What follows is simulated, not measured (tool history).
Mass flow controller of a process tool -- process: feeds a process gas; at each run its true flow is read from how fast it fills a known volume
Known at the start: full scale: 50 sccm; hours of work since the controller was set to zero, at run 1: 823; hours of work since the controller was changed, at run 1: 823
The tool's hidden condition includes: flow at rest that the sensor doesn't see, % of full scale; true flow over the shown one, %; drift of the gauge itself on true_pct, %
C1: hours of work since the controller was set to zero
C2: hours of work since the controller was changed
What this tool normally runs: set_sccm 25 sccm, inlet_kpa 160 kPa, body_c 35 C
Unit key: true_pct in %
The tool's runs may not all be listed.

run 1 hour=0.0 | set_sccm=25 inlet_kpa=160 body_c=35 | C1=823 C2=823 | true_pct=99.13
run 2 hour=466.1 | set_sccm=25 inlet_kpa=160 body_c=35 | C1=973 C2=973 | true_pct=98.93
run 3 hour=676.1 | set_sccm=9 inlet_kpa=160 body_c=35 | C1=1040 C2=1040 | true_pct=98.55
run 4 hour=1110.4 | set_sccm=25 inlet_kpa=160 body_c=21 | C1=1180 C2=1180 | true_pct=99.29
run 5 hour=1348.4 | set_sccm=25 inlet_kpa=160 body_c=21 | C1=1257 C2=1257 | true_pct=99.20
run 6 hour=1705.3 | set_sccm=25 inlet_kpa=160 body_c=35 | C1=1371 C2=1371 | true_pct=98.49
run 7 hour=2044.3 | set_sccm=25 inlet_kpa=160 body_c=35 | C1=1481 C2=1481 | true_pct=98.49
run 8 hour=2480.0 | set_sccm=25 inlet_kpa=175 body_c=35 | C1=1621 C2=1621 | true_pct=98.25
run 9 hour=2874.4 | set_sccm=25 inlet_kpa=160 body_c=35 | C1=1748 C2=1748 | true_pct=98.14
run 10 hour=3080.7 | set_sccm=25 inlet_kpa=160 body_c=39 | C1=1814 C2=1814 | true_pct=97.96
run 11 hour=3365.6 | set_sccm=25 inlet_kpa=160 body_c=39 | C1=1906 C2=1906 | true_pct=97.91
run 12 hour=3695.6 | set_sccm=25 inlet_kpa=160 body_c=39 | C1=2012 C2=2012 | true_pct=97.73
run 13 hour=4008.3 | set_sccm=25 inlet_kpa=172 body_c=35 | C1=2113 C2=2113 | true_pct=97.83
run 14 hour=4272.5 | set_sccm=7 inlet_kpa=167 body_c=30 | C1=2198 C2=2198 | true_pct=97.44
run 15 hour=4664.8 | set_sccm=7 inlet_kpa=167 body_c=30 | C1=2324 C2=2324 | true_pct=97.20
run 16 hour=4965.0 | set_sccm=6 inlet_kpa=189 body_c=37 | C1=2421 C2=2421 | true_pct=96.66
run 17 hour=5349.5 | set_sccm=6 inlet_kpa=189 body_c=37 | C1=2544 C2=2544 | true_pct=96.58
run 18 hour=5712.5 | set_sccm=7 inlet_kpa=152 body_c=37 | C1=2661 C2=2661 | true_pct=96.80
-- hour=6056.5 gauge calibrated
run 19 hour=6056.5 | set_sccm=43 inlet_kpa=245 body_c=35 | C1=2772 C2=2772 | true_pct=99.00
run 20 hour=6470.3 | set_sccm=31 inlet_kpa=160 body_c=25 | C1=2905 C2=2905 | true_pct=99.53
run 21 hour=6714.2 | set_sccm=8 inlet_kpa=275 body_c=29 | C1=2984 C2=2984 | true_pct=97.85
run 22 hour=6917.2 | set_sccm=8 inlet_kpa=275 body_c=29 | C1=3049 C2=3049 | true_pct=97.75
run 23 hour=7303.0 | set_sccm=7 inlet_kpa=178 body_c=32 | C1=3173 C2=3173 | true_pct=98.39
run 24 hour=7747.4 | set_sccm=8 inlet_kpa=254 body_c=21 | C1=3316 C2=3316 | true_pct=98.00
run 25 hour=8144.6 | set_sccm=9 inlet_kpa=159 body_c=21 | C1=3444 C2=3444 | true_pct=98.62
run 26 hour=8469.0 | set_sccm=12 inlet_kpa=233 body_c=24 | C1=3548 C2=3548 | true_pct=97.92

The same runs without the tool's hidden state, with the same run-to-run variation:
run=1 true_pct=99.13
run=2 true_pct=99.09
run=3 true_pct=98.79
run=4 true_pct=99.68
run=5 true_pct=99.66
run=6 true_pct=99.07
run=7 true_pct=99.19
run=8 true_pct=99.10
run=9 true_pct=99.13
run=10 true_pct=99.01
run=11 true_pct=99.06
run=12 true_pct=99.00
run=13 true_pct=99.20
run=14 true_pct=98.91
run=15 true_pct=98.80
run=16 true_pct=98.36
run=17 true_pct=98.41
run=18 true_pct=98.75
run=19 true_pct=99.00
run=20 true_pct=99.67
run=21 true_pct=98.09
run=22 true_pct=98.06
run=23 true_pct=98.84
run=24 true_pct=98.59
run=25 true_pct=99.35
run=26 true_pct=98.75
